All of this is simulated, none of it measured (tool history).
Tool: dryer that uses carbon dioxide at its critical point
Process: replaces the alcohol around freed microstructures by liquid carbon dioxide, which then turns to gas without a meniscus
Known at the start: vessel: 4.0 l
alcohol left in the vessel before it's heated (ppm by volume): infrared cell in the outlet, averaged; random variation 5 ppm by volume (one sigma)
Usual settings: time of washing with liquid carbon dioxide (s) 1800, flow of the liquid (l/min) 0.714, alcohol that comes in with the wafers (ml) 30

| run | hour | time of washing with liquid carbon dioxide (s) | flow of the liquid (l/min) | alcohol that comes in with the wafers (ml) | alcohol left in the vessel before it's heated (ppm by volume) |
|---|---|---|---|---|---|
| 1 | 0 | 1800 | 0.714 | 30 | 115 |
| 2 | 43.8 | 1800 | 0.539 | 30 | 282 |
| 3 | 83.2 | 1800 | 0.539 | 30 | 294 |
|  | 111.7 | inlet filter changed |
|  | 120.7 | purifier's bed changed |
| 4 | 131.4 | 2220 | 0.714 | 30 | 16 |
| 5 | 173.4 | 2220 | 0.714 | 30 | 21 |
| 6 | 219.2 | 1800 | 0.714 | 30 | 68 |
| 7 | 252.1 | 1800 | 0.714 | 45 | 78 |
| 8 | 297.2 | 1800 | 0.714 | 45 | 94 |
| 9 | 316.5 | 1800 | 0.714 | 30 | 72 |
| 10 | 363.3 | 1800 | 0.714 | 30 | 78 |
| 11 | 387.8 | 2700 | 0.714 | 30 | 18 |
| 12 | 430.5 | 1380 | 1.137 | 55 | 50 |
| 13 | 453.8 | 1380 | 1.137 | 71 | 59 |
|  | 463.9 | inlet filter changed |
| 14 | 494.1 | 2040 | 0.72 | 41 | 45 |
| 15 | 529.4 | 1800 | 0.495 | 30 | 256 |
| 16 | 573.3 | 2100 | 0.513 | 51 | 229 |
| 17 | 615.1 | 2820 | 0.5 | 58 | 87 |
| 18 | 654.5 | 1620 | 0.706 | 119 | 385 |
| 19 | 688.1 | 1620 | 0.706 | 119 | 409 |
| 20 | 711 | 2160 | 1.07 | 104 | 28 |
| 21 | 749.3 | 2580 | 0.673 | 104 | 70 |
| 22 | 781.6 | 2580 | 0.673 | 104 | 79 |

Hidden state or all else? Some run-to-run changes of alcohol left in the vessel before it's heated (ppm by volume), split into what the settings, what came in and random variation would give without the hidden state, and what is left for the hidden state (with any gauge scatter that isn't in both results):
The hidden state here: flow that reaches the vessel past the clogged filter, %; alcohol in the recycled carbon dioxide, ppm; drift of the gauge itself on alcohol_ppm, %.
Run 3 -> 4: time of washing with liquid carbon dioxide (s) 1800 -> 2220, flow of the liquid (l/min) 0.539 -> 0.714, inlet filter changed, purifier's bed changed. alcohol left in the vessel before it's heated (ppm by volume) -278: hidden state -139, all else -139.
Run 17 -> 18: time of washing with liquid carbon dioxide (s) 2820 -> 1620, flow of the liquid (l/min) 0.5 -> 0.706, alcohol that comes in with the wafers (ml) 58 -> 119. alcohol left in the vessel before it's heated (ppm by volume) +298: hidden state +82, all else +216.
Run 19 -> 20: time of washing with liquid carbon dioxide (s) 1620 -> 2160, flow of the liquid (l/min) 0.706 -> 1.07, alcohol that comes in with the wafers (ml) 119 -> 104. alcohol left in the vessel before it's heated (ppm by volume) -381: hidden state -115, all else -266.

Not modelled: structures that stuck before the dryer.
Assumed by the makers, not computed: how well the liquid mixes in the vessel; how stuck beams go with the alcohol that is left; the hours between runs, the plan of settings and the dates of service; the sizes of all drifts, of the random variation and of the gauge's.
